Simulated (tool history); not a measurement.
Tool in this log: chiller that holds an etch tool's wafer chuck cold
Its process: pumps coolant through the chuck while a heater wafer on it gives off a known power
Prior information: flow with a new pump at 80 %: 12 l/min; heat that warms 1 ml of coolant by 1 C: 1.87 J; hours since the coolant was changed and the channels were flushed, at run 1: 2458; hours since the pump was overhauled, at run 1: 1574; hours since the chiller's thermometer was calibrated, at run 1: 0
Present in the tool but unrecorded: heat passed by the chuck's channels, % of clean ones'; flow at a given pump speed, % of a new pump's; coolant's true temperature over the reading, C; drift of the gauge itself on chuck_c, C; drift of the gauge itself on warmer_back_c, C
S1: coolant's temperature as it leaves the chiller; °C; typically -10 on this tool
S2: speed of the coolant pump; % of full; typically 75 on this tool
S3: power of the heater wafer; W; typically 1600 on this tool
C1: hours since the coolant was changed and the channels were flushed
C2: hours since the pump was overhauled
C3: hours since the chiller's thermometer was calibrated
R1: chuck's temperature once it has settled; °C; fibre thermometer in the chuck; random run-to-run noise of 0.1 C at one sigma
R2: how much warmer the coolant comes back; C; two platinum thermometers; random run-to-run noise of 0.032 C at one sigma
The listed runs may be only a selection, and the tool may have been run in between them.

Run 1, hour 0: usual settings; C1 2458; C2 1574; C3 0. Result: R1 4 °C, R2 4.67 C.
Run 2, hour 31.8: usual settings; C1 2490; C2 1606; C3 32. Result: R1 4 °C, R2 4.65 C.
Run 3, hour 53.9: usual settings; C1 2512; C2 1628; C3 54. Result: R1 3.9 °C, R2 4.62 C.
Run 4, hour 85.7: usual settings; C1 2544; C2 1660; C3 86. Result: R1 3.9 °C, R2 4.63 C.
Run 5, hour 127.9: usual settings; C1 2586; C2 1702; C3 128. Result: R1 3.8 °C, R2 4.64 C.
Run 6, hour 167.1: usual settings but S2 61 % of full; C1 2625; C2 1741; C3 167. Result: R1 6.6 °C, R2 5.8 C.
Run 7, hour 200.7: usual settings but S2 95 % of full; C1 2659; C2 1775; C3 201. Result: R1 1.5 °C, R2 3.7 C.
Run 8, hour 221.3: usual settings but S2 67 % of full; C1 2680; C2 1795; C3 221. Result: R1 5.6 °C, R2 5.2 C.
At hour 224.1: chiller's thermometer calibrated.
Run 9, hour 265.6: usual settings but S1 -7 °C, S3 1625 W; C1 2723; C2 1839; C3 42. Result: R1 7.3 °C, R2 4.71 C.
Run 10, hour 303.5: usual settings but S1 -17 °C, S2 76 % of full, S3 1077 W; C1 2761; C2 1877; C3 79. Result: R1 -7.8 °C, R2 3.07 C.
Run 11, hour 337.2: usual settings but S1 -17 °C, S2 76 % of full, S3 1077 W; C1 2794; C2 1910; C3 113. Result: R1 -7.7 °C, R2 3.08 C.
At hour 366.2: chiller's thermometer calibrated, once more.
Run 12, hour 366.2: usual settings but S1 -12 °C, S2 64 % of full, S3 2026 W; C1 2822; C2 1938; C3 0. Result: R1 8.5 °C, R2 6.95 C.
Run 13, hour 384.2: usual settings but S1 -12 °C, S2 63 % of full; C1 2840; C2 1956; C3 18. Result: R1 4.6 °C, R2 5.59 C.
Run 14, hour 422.3: usual settings but S1 -7 °C, S3 2068 W; C1 2879; C2 1994; C3 56. Result: R1 11.4 °C, R2 6.07 C.
Run 15, hour 447: usual settings but S1 -16 °C, S2 80 % of full, S3 1647 W; C1 2903; C2 2019; C3 81. Result: R1 -2.1 °C, R2 4.53 C.
Run 16, hour 469.7: usual settings but S3 1021 W; C1 2926; C2 2042; C3 103. Result: R1 -1 °C, R2 3.01 C.

Consider 4 possible next runs. They are alternatives, not a sequence: every one starts from the tool as it was left by run 16. What does each give?
Run A, hour 504.1: usual settings but S1 -7 °C, S2 100 % of full; C1 2960; C2 2076; C3 138. Result: R1 ?, R2 ?.
Run B, hour 504.1: usual settings but S1 -13 °C; C1 2960; C2 2076; C3 138. Result: R1 ?, R2 ?.
Run C, hour 504.1: usual settings but S2 78 % of full, S3 978 W; C1 2960; C2 2076; C3 138. Result: R1 ?, R2 ?.
Run D, hour 504.1: usual settings but S1 -6 °C, S3 1021 W; C1 2960; C2 2076; C3 138. Result: R1 ?, R2 ?.

run    R1    R2
  A   4.3  3.49
  B   1.4  4.65
  C  -1.7  2.75
  D   3.2  2.99
With the hidden condition removed and each run's random variation left untouched, the same runs would have given:
run    R1    R2
  A   3.1   3.4
  B     0  4.54
  C  -2.5  2.68
  D   2.3  2.92
